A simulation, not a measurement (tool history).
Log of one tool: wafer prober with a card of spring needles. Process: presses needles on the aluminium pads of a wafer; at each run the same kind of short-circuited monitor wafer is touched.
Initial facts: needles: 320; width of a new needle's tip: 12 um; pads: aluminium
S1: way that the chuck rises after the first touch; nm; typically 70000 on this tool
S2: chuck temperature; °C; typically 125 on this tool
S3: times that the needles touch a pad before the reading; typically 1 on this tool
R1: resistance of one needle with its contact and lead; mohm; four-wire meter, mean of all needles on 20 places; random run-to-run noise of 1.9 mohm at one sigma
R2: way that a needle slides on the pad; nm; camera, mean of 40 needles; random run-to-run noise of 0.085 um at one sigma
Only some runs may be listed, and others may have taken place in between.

run	hour	S1	S2	S3	R1	R2
1	0	70000	125	1	218	11900
# hour 5.3: tips cleaned on abrasive film
# hour 13.9: tips cleaned on abrasive film
# hour 22.5: tips cleaned on abrasive film
# hour 30.4: tips cleaned on abrasive film
2	30.4	70000	125	1	206	11590
# hour 39.2: tips cleaned on abrasive film
# hour 46.3: tips cleaned on abrasive film
3	50.6	70000	125	1	234	11450
# hour 54.2: tips cleaned on abrasive film
# hour 61.2: tips cleaned on abrasive film
# hour 68.3: tips cleaned on abrasive film
4	72.8	70000	50	1	226	11470
# hour 76.4: tips cleaned on abrasive film
# hour 85: tips cleaned on abrasive film
5	88	87000	50	1	208	14400
# hour 93.3: tips cleaned on abrasive film
# hour 101.9: tips cleaned on abrasive film
# hour 110.4: tips cleaned on abrasive film
# hour 117.4: tips cleaned on abrasive film
6	119.1	53000	50	1	220	8270
# hour 121.2: height of the first contact set anew
# hour 126.3: tips cleaned on abrasive film
# hour 133.3: tips cleaned on abrasive film
7	134.7	69000	29	1	191	12250
# hour 141.7: tips cleaned on abrasive film
# hour 150.4: tips cleaned on abrasive film
8	153.2	69000	29	1	209	12050
# hour 158.5: tips cleaned on abrasive film
# hour 167: tips cleaned on abrasive film
# hour 172.3: tips cleaned on abrasive film, once more
# hour 180.7: tips cleaned on abrasive film
9	180.7	69000	30	1	181	11930
# hour 189.4: tips cleaned on abrasive film
# hour 196.5: tips cleaned on abrasive film
# hour 204.9: tips cleaned on abrasive film
# hour 212: tips cleaned on abrasive film
10	213.6	69000	56	1	202	12130
# hour 220.7: tips cleaned on abrasive film
# hour 227.7: tips cleaned on abrasive film
# hour 236: tips cleaned on abrasive film
11	236	69000	56	1	190	12040
# hour 243: tips cleaned on abrasive film
# hour 251.5: tips cleaned on abrasive film
# hour 260.2: tips cleaned on abrasive film
# hour 268.8: tips cleaned on abrasive film
12	268.9	82000	47	1	185	14320

Below are 4 alternative next runs, each starting from the tool's condition after run 12. Predict each:
# hour 276: tips cleaned on abrasive film
# hour 284.5: tips cleaned on abrasive film
# hour 291.5: tips cleaned on abrasive film
# hour 298.6: tips cleaned on abrasive film
A	303.7	59000	125	1	?	?
# hour 276: tips cleaned on abrasive film
# hour 284.5: tips cleaned on abrasive film
# hour 291.5: tips cleaned on abrasive film
# hour 298.6: tips cleaned on abrasive film
B	303.7	73000	47	2	?	?
# hour 276: tips cleaned on abrasive film
# hour 284.5: tips cleaned on abrasive film
# hour 291.5: tips cleaned on abrasive film
# hour 298.6: tips cleaned on abrasive film
C	303.7	74000	47	1	?	?
# hour 276: tips cleaned on abrasive film
# hour 284.5: tips cleaned on abrasive film
# hour 291.5: tips cleaned on abrasive film
# hour 298.6: tips cleaned on abrasive film
D	303.7	82000	47	1	?	?

run	R1	R2
A	265	9960
B	210	12670
C	230	12800
D	220	14090
With no hidden state in the tool, these same runs would have given:
run	R1	R2
A	199	10380
B	180	13090
C	182	13230
D	180	14510
